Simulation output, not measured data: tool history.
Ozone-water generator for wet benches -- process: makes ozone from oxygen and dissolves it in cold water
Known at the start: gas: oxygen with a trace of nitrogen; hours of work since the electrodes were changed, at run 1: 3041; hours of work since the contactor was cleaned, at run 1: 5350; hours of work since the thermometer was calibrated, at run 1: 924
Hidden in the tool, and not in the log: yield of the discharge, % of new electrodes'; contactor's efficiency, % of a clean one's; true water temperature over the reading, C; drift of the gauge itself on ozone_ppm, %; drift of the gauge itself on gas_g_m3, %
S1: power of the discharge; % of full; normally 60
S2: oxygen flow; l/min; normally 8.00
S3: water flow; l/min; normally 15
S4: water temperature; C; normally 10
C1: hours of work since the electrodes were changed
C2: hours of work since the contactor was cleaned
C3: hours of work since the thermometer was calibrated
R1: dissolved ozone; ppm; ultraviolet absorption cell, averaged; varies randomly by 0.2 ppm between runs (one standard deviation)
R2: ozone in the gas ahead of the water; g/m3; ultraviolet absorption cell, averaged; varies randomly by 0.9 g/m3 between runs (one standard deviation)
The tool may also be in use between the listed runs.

run    hour  S1     S2  S3  S4    C1    C2    C3    R1     R2
  1     0.0  60   8.00  15  10  3041  5350   924  25.7  141.6
  2    92.3  60   8.00  15  10  3104  5413   986  26.0  141.5
  3   166.4  60   8.00  15  10  3154  5463  1037  25.5  142.4
  4   266.5  60   8.00  15  10  3222  5531  1105  25.6  141.9
  5   384.2  60   8.00  15  10  3302  5611  1185  25.8  140.4
  6   510.3  60   8.00  15  10  3388  5697  1271  25.6  142.9
  7   571.0  60   8.00  15  10  3429  5738  1312  25.4  142.7
  8   649.8  60   8.00  15  10  3483  5792  1365  25.4  141.1
  9   711.0  60   8.00  15  10  3524  5833  1407  25.4  142.9
 10   822.0  60   8.00  15  10  3600  5909  1482  25.4  141.4
      885.0  -- contactor cleaned
 11   940.6  60   8.00  19  10  3678    38  1560  22.9  140.7
 12  1030.6  60   8.00  19  10  3739    99  1621  23.2  139.8
 13  1118.0  60   8.00  19  10  3798   158  1681  23.0  139.7
 14  1195.8  60   8.00  19  10  3851   211  1734  22.9  140.3
 15  1315.3  60   8.00  15  10  3932   292  1815  27.1  141.0
 16  1395.8  60   8.00  15  10  3987   347  1869  27.0  139.9
 17  1496.7  60   8.00  15  10  4055   416  1938  27.0  139.7
 18  1609.1  60   6.36  15  10  4132   492  2014  28.2  161.7
 19  1672.9  62   5.88  15  10  4175   535  2058  28.6  172.9
 20  1764.8  62   5.88  15  10  4238   598  2120  28.6  173.5
 21  1838.6  86  14.39  15  10  4288   648  2170  28.6  118.5
 22  1917.2  60   7.42  15  16  4341   701  2224  24.5  146.6
 23  1992.8  60   7.42  15  16  4392   753  2275  24.5  147.5
 24  2091.1  60   4.12  12  10  4459   819  2342  34.3  211.0
     2101.8  -- water thermometer calibrated
 25  2211.6  60   4.12  13  17  4541   901    75  29.0  210.1
 26  2311.8  60   4.12  13  17  4609   969   143  29.0  208.8
     2325.2  -- water thermometer calibrated, once more
 27  2381.1  60   6.52  15  10  4656  1016    38  27.4  159.5
 28  2477.0  60   6.52  15  10  4721  1081   103  27.8  158.0
 29  2545.6  60   6.52  17  10  4767  1128   150  25.2  157.0
 30  2619.0  60   8.00  15   9  4817  1177   200  27.2  138.3
 31  2687.3  60   4.07  15   5  4864  1224   246  30.3  210.5
 32  2747.3  69   4.07  15  10  4904  1265   287  30.6  228.2
 33  2862.1  48   4.07  11  10  4982  1343   365  32.1  185.7
 34  2971.9  48   4.07  11  10  5057  1417   439  32.0  185.9

Alternative continuations, all from the tool just after run 34; predict every row:
  A  3089.8  47  5.05  11  10  5137  1497  520   ?   ?
  B  3089.8  48  4.53  11   9  5137  1497  520   ?   ?
  C  3089.8  48  4.07  20  10  5137  1497  520   ?   ?

run    R1     R2
  A  30.7  161.0
  B  32.1  175.4
  C  19.2  186.6
Had the tool no hidden state, the same runs would have come out as:
run    R1     R2
  A  33.3  172.1
  B  34.8  187.7
  C  21.0  199.7
